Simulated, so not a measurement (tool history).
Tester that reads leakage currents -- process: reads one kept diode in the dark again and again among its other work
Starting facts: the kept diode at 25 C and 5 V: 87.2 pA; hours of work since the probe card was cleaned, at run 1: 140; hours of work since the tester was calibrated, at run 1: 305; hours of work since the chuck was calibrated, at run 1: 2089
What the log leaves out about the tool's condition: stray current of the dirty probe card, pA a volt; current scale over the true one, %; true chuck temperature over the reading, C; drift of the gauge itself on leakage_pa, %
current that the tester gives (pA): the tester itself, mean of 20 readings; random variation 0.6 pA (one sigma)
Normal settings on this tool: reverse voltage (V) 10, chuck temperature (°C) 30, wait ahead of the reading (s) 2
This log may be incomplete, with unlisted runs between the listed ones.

| run | hour | reverse voltage (V) | chuck temperature (°C) | wait ahead of the reading (s) | hours of work since the probe card was cleaned | hours of work since the tester was calibrated | hours of work since the chuck was calibrated | current that the tester gives (pA) |
|---|---|---|---|---|---|---|---|---|
| 1 | 0 | 10 | 30 | 2 | 140 | 305 | 2089 | 198.61 |
| 2 | 23.1 | 10 | 30 | 2 | 150 | 315 | 2099 | 198.48 |
| 3 | 51.9 | 10 | 30 | 2 | 163 | 328 | 2112 | 199.61 |
| 4 | 71.5 | 10 | 30 | 2 | 171 | 336 | 2120 | 198.54 |
| 5 | 101.6 | 10 | 30 | 2 | 185 | 349 | 2134 | 198.53 |
| 6 | 129.3 | 10 | 30 | 2 | 197 | 361 | 2146 | 199.31 |
| 7 | 161.6 | 10 | 30 | 0.63 | 211 | 375 | 2160 | 203.31 |
| 8 | 195.5 | 10 | 30 | 0.63 | 226 | 390 | 2174 | 203.11 |
| 9 | 223.9 | 10 | 30 | 0.63 | 238 | 403 | 2187 | 201.84 |
| 10 | 259.8 | 1.3 | 37 | 6.79 | 254 | 418 | 2203 | 118.3 |
| 11 | 278.1 | 1.3 | 37 | 6.79 | 262 | 426 | 2210 | 118.33 |
| 12 | 304 | 1.3 | 37 | 6.79 | 273 | 438 | 2222 | 117.2 |
| 13 | 337.2 | 10 | 55 | 3.44 | 287 | 452 | 2236 | 1456.21 |
| 14 | 360.1 | 9.9 | 30 | 2 | 297 | 462 | 2246 | 197.76 |
| 15 | 392.5 | 18.9 | 20 | 2 | 311 | 476 | 2260 | 117.45 |
| 16 | 422.1 | 10 | 22 | 2 | 324 | 489 | 2273 | 98.92 |

How would selected steps in current that the tester gives (pA) from run to run divide? Give the signed amount a tool lacking its hidden state would still show from settings, what came in and random variation, and the signed amount left for the hidden state, including any gauge scatter that is not in both of the compared results.
Run 12 -> 13: reverse voltage (V) 1.3 -> 10, chuck temperature (°C) 37 -> 55, wait ahead of the reading (s) 6.79 -> 3.44. current that the tester gives (pA) +1339.01: hidden state -1.72, all else +1340.73.

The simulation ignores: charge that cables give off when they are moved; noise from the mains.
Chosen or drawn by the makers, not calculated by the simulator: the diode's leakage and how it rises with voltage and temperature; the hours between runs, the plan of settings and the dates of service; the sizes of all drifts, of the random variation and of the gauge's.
